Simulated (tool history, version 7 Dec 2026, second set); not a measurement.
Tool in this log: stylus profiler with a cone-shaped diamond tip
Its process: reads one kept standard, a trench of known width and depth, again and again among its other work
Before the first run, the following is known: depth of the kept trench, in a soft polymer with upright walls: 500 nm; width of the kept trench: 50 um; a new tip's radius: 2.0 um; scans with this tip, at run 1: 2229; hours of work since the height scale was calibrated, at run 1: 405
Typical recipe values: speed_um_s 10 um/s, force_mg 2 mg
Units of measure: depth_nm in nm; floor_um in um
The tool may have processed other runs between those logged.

run   hour  speed_um_s  force_mg  scans with this tip  hours of work since the height scale was calibrated  depth_nm  floor_um
  1      0          10         2                 2229                                                  405    505.02     47.21
  2     24          10         2                 2323                                                  422    505.36     47.27
  3   39.3          10         2                 2383                                                  433    505.17     47.25
  4   62.3          10         2                 2474                                                  449    505.08      47.2
  5   82.7          10         2                 2554                                                  464     505.4     47.16
  6  101.8          10         2                 2629                                                  478    505.48     47.19
  7  121.1          10         2                 2704                                                  491    505.33     47.28
  8  132.9          10         2                 2751                                                  500    505.47     47.16
  9  145.9           4         2                 2802                                                  509    505.24     47.21
 10  161.4           4         2                 2862                                                  520    505.25     47.24
 11  176.7          10         2                 2922                                                  531    505.38     47.16
 12  199.4          10         2                 3012                                                  547    505.52     47.19
 13    211          10         2                 3057                                                  555    505.63     47.19
 14  232.7          10         2                 3142                                                  571    505.37     47.13
 15    254          24         2                 3226                                                  586    505.32     47.05
 16  276.1          24       2.9                 3313                                                  602    506.87     47.15
 17  302.1           3         2                 3415                                                  620    505.69     47.19
 18  313.8           3         2                 3461                                                  629    505.57     47.18
 19  337.1           3         2                 3552                                                  645    505.69     47.23
     339.5  -- height scale calibrated on a step standard
 20  355.5          37         2                 3622                                                   11    506.36     47.08
 21  373.2          37         2                 3692                                                   24    506.35     47.11
     385.4  -- height scale calibrated on a step standard, once more
 22  390.3          36         2                 3757                                                    3    504.28     47.13
 23  404.6           2         2                 3813                                                   14    504.16     47.24
 24  420.6          15      5.81                 3876                                                   25    508.51     47.11
 25  438.3          10      1.55                 3945                                                   38    503.26     47.19
 26  453.1          27       5.1                 4003                                                   48    507.72     47.17
 27  472.6           9      1.25                 4080                                                   62    503.31     47.21
 28  484.5           9      1.25                 4127                                                   71     503.2     47.14
 29  506.8           3      5.59                 4214                                                   87    508.37     47.17
 30  528.3          40      4.05                 4299                                                  102    506.86     47.15
 31  548.2           2      3.46                 4377                                                  116    506.43     47.17
 32  573.2           2      3.46                 4475                                                  134    506.23     47.19
 33  598.8           6      2.09                 4575                                                  152    504.68      47.2
 34  616.7           6      2.09                 4645                                                  165    504.72     47.09
 35  640.2          23      2.75                 4738                                                  182    505.79     47.14
 36  668.3          28      2.51                 4848                                                  202    505.19     47.09
 37  680.1          28      1.09                 4894                                                  210    502.98     47.01
 38  705.7          28      1.09                 4995                                                  228    503.21     47.05
 39  720.7           2      1.75                 5054                                                  239    504.53     47.11
 40    748          34       5.3                 5161                                                  259    508.51     47.05
 41  768.3          14      4.37                 5241                                                  273    507.41     47.14
 42  792.5           8      3.86                 5336                                                  290    507.26     47.08
 43  812.1           8      3.86                 5412                                                  304    507.28     47.07
 44  840.3           4      3.76                 5523                                                  324    506.77      47.1
 45    860           4      3.76                 5600                                                  338    507.08     47.11
 46  883.4          14      3.66                 5692                                                  355    506.91     47.09

Branching from run 46: 3 alternative next runs. What would each branch give?
  A  904.3          22      1.61                 5774                                                  370         ?         ?
  B  904.3           2      3.74                 5774                                                  370         ?         ?
  C  904.3           2      1.21                 5774                                                  370         ?         ?

run  depth_nm  floor_um
  A    504.43     47.05
  B    506.99     47.08
  C    503.86     47.05
Stripped of hidden state, with their random variation kept, the same runs would have yielded:
run  depth_nm  floor_um
  A    503.63     47.31
  B    506.18     47.34
  C    503.05     47.31
